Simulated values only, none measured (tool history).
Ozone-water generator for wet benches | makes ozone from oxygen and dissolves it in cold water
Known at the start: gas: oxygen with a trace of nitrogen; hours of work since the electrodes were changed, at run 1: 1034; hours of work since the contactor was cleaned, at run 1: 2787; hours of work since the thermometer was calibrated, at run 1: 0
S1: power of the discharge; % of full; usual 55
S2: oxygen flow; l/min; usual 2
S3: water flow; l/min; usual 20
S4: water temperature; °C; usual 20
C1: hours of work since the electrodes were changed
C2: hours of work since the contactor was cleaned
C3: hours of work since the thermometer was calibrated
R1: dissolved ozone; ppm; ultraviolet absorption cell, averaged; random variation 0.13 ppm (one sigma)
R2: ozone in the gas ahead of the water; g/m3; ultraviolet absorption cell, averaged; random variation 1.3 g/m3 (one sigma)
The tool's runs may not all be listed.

run 1 hour=0 | S1=55 S2=2 S3=20 S4=20 | C1=1034 C2=2787 C3=0 | R1=13.7 R2=235.3
run 2 hour=59.5 | S1=55 S2=2 S3=20 S4=25 | C1=1083 C2=2835 C3=48 | R1=13.2 R2=236.1
run 3 hour=132.8 | S1=55 S2=2 S3=20 S4=14 | C1=1142 C2=2894 C3=108 | R1=14.2 R2=233.1
run 4 hour=219.3 | S1=55 S2=2 S3=20 S4=14 | C1=1212 C2=2964 C3=178 | R1=14.8 R2=234.6
run 5 hour=295.7 | S1=55 S2=2 S3=25 S4=14 | C1=1274 C2=3026 C3=240 | R1=11.3 R2=233.3
run 6 hour=341.4 | S1=55 S2=2 S3=25 S4=14 | C1=1311 C2=3063 C3=277 | R1=11 R2=234.6
run 7 hour=398.3 | S1=55 S2=2 S3=25 S4=14 | C1=1357 C2=3109 C3=323 | R1=11.3 R2=235.5
run 8 hour=467 | S1=55 S2=2 S3=20 S4=20 | C1=1413 C2=3165 C3=379 | R1=13.6 R2=232.9
run 9 hour=553.2 | S1=55 S2=2 S3=20 S4=20 | C1=1483 C2=3235 C3=449 | R1=13.7 R2=233.3
run 10 hour=623 | S1=55 S2=2 S3=20 S4=18 | C1=1539 C2=3292 C3=505 | R1=14 R2=231.5
run 11 hour=671.1 | S1=55 S2=2 S3=20 S4=18 | C1=1579 C2=3331 C3=544 | R1=13.8 R2=232.1
run 12 hour=749.3 | S1=55 S2=2 S3=20 S4=20 | C1=1642 C2=3394 C3=608 | R1=13.5 R2=231.9
run 13 hour=836.2 | S1=55 S2=2 S3=27 S4=20 | C1=1712 C2=3465 C3=678 | R1=9.8 R2=234.6
run 14 hour=917.3 | S1=55 S2=2 S3=27 S4=20 | C1=1778 C2=3530 C3=744 | R1=9.9 R2=233.2
run 15 hour=1000.6 | S1=55 S2=2 S3=20 S4=20 | C1=1846 C2=3598 C3=811 | R1=13.4 R2=229.3
run 16 hour=1058.8 | S1=55 S2=2 S3=20 S4=20 | C1=1893 C2=3645 C3=859 | R1=13.7 R2=230.8
run 17 hour=1118.1 | S1=55 S2=2 S3=20 S4=20 | C1=1941 C2=3693 C3=907 | R1=13.2 R2=230.5
run 18 hour=1202 | S1=90 S2=2 S3=14 S4=20 | C1=2009 C2=3761 C3=975 | R1=23.4 R2=286.8
run 19 hour=1249.5 | S1=90 S2=1.35 S3=23 S4=26 | C1=2047 C2=3800 C3=1013 | R1=11.5 R2=327.3
run 20 hour=1300.9 | S1=79 S2=2 S3=20 S4=26 | C1=2089 C2=3841 C3=1055 | R1=15 R2=272.9
run 21 hour=1386.7 | S1=79 S2=2 S3=20 S4=26 | C1=2159 C2=3911 C3=1124 | R1=14.8 R2=271.3
run 22 hour=1465.4 | S1=55 S2=2 S3=20 S4=23 | C1=2223 C2=3975 C3=1188 | R1=13.3 R2=228.7
run 23 hour=1549.7 | S1=55 S2=2 S3=20 S4=23 | C1=2291 C2=4043 C3=1257 | R1=13 R2=228.2
run 24 hour=1621.6 | S1=91 S2=2 S3=20 S4=23 | C1=2349 C2=4101 C3=1315 | R1=16.2 R2=288.4
run 25 hour=1690.9 | S1=47 S2=2.58 S3=16 S4=19 | C1=2405 C2=4158 C3=1371 | R1=16.9 R2=193.9
-- hour=1755.7 contactor cleaned
run 26 hour=1775 | S1=42 S2=2 S3=20 S4=20 | C1=2470 C2=16 C3=1436 | R1=12.1 R2=200.1
run 27 hour=1833.6 | S1=42 S2=3.24 S3=20 S4=20 | C1=2518 C2=63 C3=1484 | R1=14.6 R2=171.9
run 28 hour=1874.8 | S1=55 S2=3.24 S3=23 S4=20 | C1=2551 C2=97 C3=1517 | R1=14.4 R2=195.3
run 29 hour=1939.3 | S1=55 S2=2 S3=14 S4=20 | C1=2604 C2=149 C3=1569 | R1=18.8 R2=223.2

4 ways to go on from here, each from the tool as it stands after run 29. What would each give?
run A hour=1993.2 | S1=55 S2=1.18 S3=14 S4=20 | C1=2647 C2=193 C3=1613 | R1=? R2=?
run B hour=1993.2 | S1=55 S2=3.23 S3=24 S4=14 | C1=2647 C2=193 C3=1613 | R1=? R2=?
run C hour=1993.2 | S1=41 S2=2 S3=30 S4=18 | C1=2647 C2=193 C3=1613 | R1=? R2=?
run D hour=1993.2 | S1=55 S2=1.6 S3=14 S4=20 | C1=2647 C2=193 C3=1613 | R1=? R2=?

run=A R1=15 R2=265.8
run=B R1=14.6 R2=194.3
run=C R1=7.5 R2=197.1
run=D R1=17.1 R2=242.5
Without the tool's hidden state the same runs would have given:
run=A R1=16.3 R2=286.8
run=B R1=15.8 R2=209.7
run=C R1=8.1 R2=210.1
run=D R1=18.5 R2=261.8
